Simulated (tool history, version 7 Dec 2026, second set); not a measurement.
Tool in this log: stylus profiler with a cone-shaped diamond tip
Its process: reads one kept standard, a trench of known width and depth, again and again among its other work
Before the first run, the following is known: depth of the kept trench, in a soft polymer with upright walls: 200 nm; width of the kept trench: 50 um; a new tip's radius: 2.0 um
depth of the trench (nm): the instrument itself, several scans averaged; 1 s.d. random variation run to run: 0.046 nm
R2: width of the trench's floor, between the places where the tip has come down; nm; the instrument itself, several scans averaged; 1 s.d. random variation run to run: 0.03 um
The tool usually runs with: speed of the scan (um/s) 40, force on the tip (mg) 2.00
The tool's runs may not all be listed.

{"run": 1, "hour": 0.0, "speed of the scan (um/s)": 40, "force on the tip (mg)": 2.0, "depth of the trench (nm)": 201.62, "R2": 47620}
{"hour": 35.6, "done": "height scale calibrated on a step standard"}
{"run": 2, "hour": 46.7, "speed of the scan (um/s)": 40, "force on the tip (mg)": 0.74, "depth of the trench (nm)": 201.22, "R2": 47450}
{"run": 3, "hour": 80.1, "speed of the scan (um/s)": 40, "force on the tip (mg)": 1.24, "depth of the trench (nm)": 201.67, "R2": 47580}
{"run": 4, "hour": 133.1, "speed of the scan (um/s)": 40, "force on the tip (mg)": 1.24, "depth of the trench (nm)": 201.61, "R2": 47600}
{"run": 5, "hour": 173.2, "speed of the scan (um/s)": 40, "force on the tip (mg)": 2.0, "depth of the trench (nm)": 202.22, "R2": 47620}
{"run": 6, "hour": 210.7, "speed of the scan (um/s)": 40, "force on the tip (mg)": 2.0, "depth of the trench (nm)": 202.12, "R2": 47530}
{"run": 7, "hour": 253.1, "speed of the scan (um/s)": 48, "force on the tip (mg)": 2.0, "depth of the trench (nm)": 202.26, "R2": 47590}
{"run": 8, "hour": 280.9, "speed of the scan (um/s)": 40, "force on the tip (mg)": 2.0, "depth of the trench (nm)": 202.18, "R2": 47620}
{"run": 9, "hour": 344.6, "speed of the scan (um/s)": 16, "force on the tip (mg)": 2.0, "depth of the trench (nm)": 202.17, "R2": 47670}
{"run": 10, "hour": 376.0, "speed of the scan (um/s)": 16, "force on the tip (mg)": 2.0, "depth of the trench (nm)": 202.23, "R2": 47670}
{"run": 11, "hour": 427.5, "speed of the scan (um/s)": 16, "force on the tip (mg)": 2.0, "depth of the trench (nm)": 202.22, "R2": 47710}
{"run": 12, "hour": 483.4, "speed of the scan (um/s)": 16, "force on the tip (mg)": 2.0, "depth of the trench (nm)": 202.2, "R2": 47660}
{"run": 13, "hour": 547.9, "speed of the scan (um/s)": 34, "force on the tip (mg)": 3.95, "depth of the trench (nm)": 203.43, "R2": 47660}
{"run": 14, "hour": 602.1, "speed of the scan (um/s)": 40, "force on the tip (mg)": 0.68, "depth of the trench (nm)": 200.95, "R2": 47350}
{"run": 15, "hour": 635.4, "speed of the scan (um/s)": 10, "force on the tip (mg)": 0.85, "depth of the trench (nm)": 201.18, "R2": 47660}
{"run": 16, "hour": 680.0, "speed of the scan (um/s)": 119, "force on the tip (mg)": 1.85, "depth of the trench (nm)": 201.99, "R2": 47060}
{"run": 17, "hour": 710.5, "speed of the scan (um/s)": 119, "force on the tip (mg)": 1.85, "depth of the trench (nm)": 201.97, "R2": 47020}
{"run": 18, "hour": 765.5, "speed of the scan (um/s)": 119, "force on the tip (mg)": 1.85, "depth of the trench (nm)": 201.99, "R2": 46990}
{"run": 19, "hour": 826.9, "speed of the scan (um/s)": 145, "force on the tip (mg)": 2.18, "depth of the trench (nm)": 202.24, "R2": 46950}
{"run": 20, "hour": 857.1, "speed of the scan (um/s)": 20, "force on the tip (mg)": 5.44, "depth of the trench (nm)": 204.17, "R2": 47720}
{"run": 21, "hour": 924.6, "speed of the scan (um/s)": 83, "force on the tip (mg)": 3.59, "depth of the trench (nm)": 203.14, "R2": 47350}
{"run": 22, "hour": 962.8, "speed of the scan (um/s)": 151, "force on the tip (mg)": 4.02, "depth of the trench (nm)": 203.39, "R2": 47080}
{"run": 23, "hour": 1016.8, "speed of the scan (um/s)": 14, "force on the tip (mg)": 1.73, "depth of the trench (nm)": 201.83, "R2": 47630}

5 ways to go on from here, each from the tool as it stands after run 23. What would each give?
{"run": "A", "hour": 1073.3, "speed of the scan (um/s)": 18, "force on the tip (mg)": 1.9, "depth of the trench (nm)": "?", "R2": "?"}
{"run": "B", "hour": 1073.3, "speed of the scan (um/s)": 21, "force on the tip (mg)": 5.34, "depth of the trench (nm)": "?", "R2": "?"}
{"run": "C", "hour": 1073.3, "speed of the scan (um/s)": 71, "force on the tip (mg)": 1.9, "depth of the trench (nm)": "?", "R2": "?"}
{"run": "D", "hour": 1073.3, "speed of the scan (um/s)": 40, "force on the tip (mg)": 4.13, "depth of the trench (nm)": "?", "R2": "?"}
{"run": "E", "hour": 1073.3, "speed of the scan (um/s)": 25, "force on the tip (mg)": 1.83, "depth of the trench (nm)": "?", "R2": "?"}

run=A depth_of_the_trench_(nm)=201.92 R2=47650
run=B depth_of_the_trench_(nm)=204.09 R2=47630
run=C depth_of_the_trench_(nm)=201.94 R2=47310
run=D depth_of_the_trench_(nm)=203.40 R2=47550
run=E depth_of_the_trench_(nm)=201.95 R2=47590
Without the tool's unlogged condition, the same runs would have read:
run=A depth_of_the_trench_(nm)=202.14 R2=48190
run=B depth_of_the_trench_(nm)=204.31 R2=48160
run=C depth_of_the_trench_(nm)=202.16 R2=47850
run=D depth_of_the_trench_(nm)=203.62 R2=48090
run=E depth_of_the_trench_(nm)=202.18 R2=48130

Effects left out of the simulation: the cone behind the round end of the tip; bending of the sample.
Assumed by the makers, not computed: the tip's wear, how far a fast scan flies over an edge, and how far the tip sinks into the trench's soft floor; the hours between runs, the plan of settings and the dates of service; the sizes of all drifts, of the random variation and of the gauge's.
